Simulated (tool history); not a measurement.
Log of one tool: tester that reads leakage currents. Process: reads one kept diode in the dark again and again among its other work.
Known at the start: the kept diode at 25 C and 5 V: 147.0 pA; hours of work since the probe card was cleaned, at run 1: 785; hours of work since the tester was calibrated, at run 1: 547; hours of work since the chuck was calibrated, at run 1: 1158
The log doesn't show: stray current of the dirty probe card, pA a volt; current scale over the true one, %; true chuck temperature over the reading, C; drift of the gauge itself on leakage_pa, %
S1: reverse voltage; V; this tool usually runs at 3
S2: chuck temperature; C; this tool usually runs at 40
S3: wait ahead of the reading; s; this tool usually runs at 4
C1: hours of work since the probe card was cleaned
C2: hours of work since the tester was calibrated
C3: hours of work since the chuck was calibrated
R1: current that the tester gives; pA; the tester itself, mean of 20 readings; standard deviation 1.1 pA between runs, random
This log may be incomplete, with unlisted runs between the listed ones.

run,hour,S1,S2,S3,C1,C2,C3,R1
1,0,3,40,4,785,547,1158,335.77
2,47.8,3,40,4,819,580,1192,334.02
3,88.8,3,40,4,847,609,1220,331.14
4,138.5,3,40,4,882,644,1256,331.85
5,164.2,3,40,4,901,663,1274,331.14
6,209.4,3,40,4,933,695,1306,329.86
7,265.7,3,40,4,972,734,1345,326.89
8,318.4,3,40,0.36,1010,771,1383,328.08
9,370.2,3,40,0.36,1046,808,1419,325.2
10,393.6,3,40,4,1063,825,1436,327.02
11,427.3,5.05,40,4,1086,848,1459,402.58
12,473.8,5.05,40,4,1119,881,1492,402.82
# hour 501: chuck's temperature calibrated
13,510,5.05,40,4,1143,905,6,476.23
14,541.7,3,23,4,1166,928,29,104.35
15,577.1,3,40,4,1191,953,54,381.57
16,612.9,3,40,4,1216,978,79,381.1
17,650.6,3,40,4,1243,1005,106,380.91
18,685.1,17.6,40,4.53,1267,1029,130,803.75
19,719.3,17.6,40,4.53,1291,1053,154,796.5
20,763.9,3,44,4,1323,1085,186,502.64
21,797.1,3,25,4,1346,1108,209,120.18
22,848.5,1.95,42,0.45,1382,1144,245,361.16
# hour 854.2: tester calibrated
23,901.3,1.95,59,6.54,1418,33,281,1157.72
24,955.9,19.17,54,4.84,1457,72,320,2139.04
25,995,3,40,1.14,1484,99,347,371.05
# hour 1001.4: tester calibrated, once more
26,1049,3,40,0.35,1521,34,384,372.99
27,1080.4,3,40,0.35,1543,56,406,369.86
28,1108.2,3,22,4,1563,75,426,94.34
29,1139.6,3,52,0.52,1585,98,448,858.66
30,1165,3,30,9.17,1603,115,466,173.92
31,1213,3,40,1.79,1637,149,500,366.4
32,1242.7,3,40,1.69,1658,170,521,366.78
33,1281.5,4.71,23,1.69,1685,198,548,123.36

Describe how what the log doesn't record of the tool's condition differs between the last listed run preceding each entry between runs and the first listed run following it.
Runs 12 to 13: chuck's temperature calibrated (hour 501)
  stray current of the dirty probe card, pA a volt: 1.291 -> 1.317; true chuck temperature over the reading, C: -2.32 -> -0.01
  measured result minus the result with no hidden state, R1: -69.36 -> +4.89 pA
Runs 22 to 23: tester calibrated (hour 854.2)
  stray current of the dirty probe card, pA a volt: 1.578 -> 1.613; current scale over the true one, %: -0.34 -> -0.56; true chuck temperature over the reading, C: -0.36 -> -0.41
  measured result minus the result with no hidden state, R1: -7.77 -> -35.09 pA
Runs 25 to 26: tester calibrated, once more (hour 1001.4)
  stray current of the dirty probe card, pA a volt: 1.684 -> 1.724; current scale over the true one, %: -0.58 -> 0.15; true chuck temperature over the reading, C: -0.5 -> -0.56
  measured result minus the result with no hidden state, R1: -11.09 -> -9.67 pA

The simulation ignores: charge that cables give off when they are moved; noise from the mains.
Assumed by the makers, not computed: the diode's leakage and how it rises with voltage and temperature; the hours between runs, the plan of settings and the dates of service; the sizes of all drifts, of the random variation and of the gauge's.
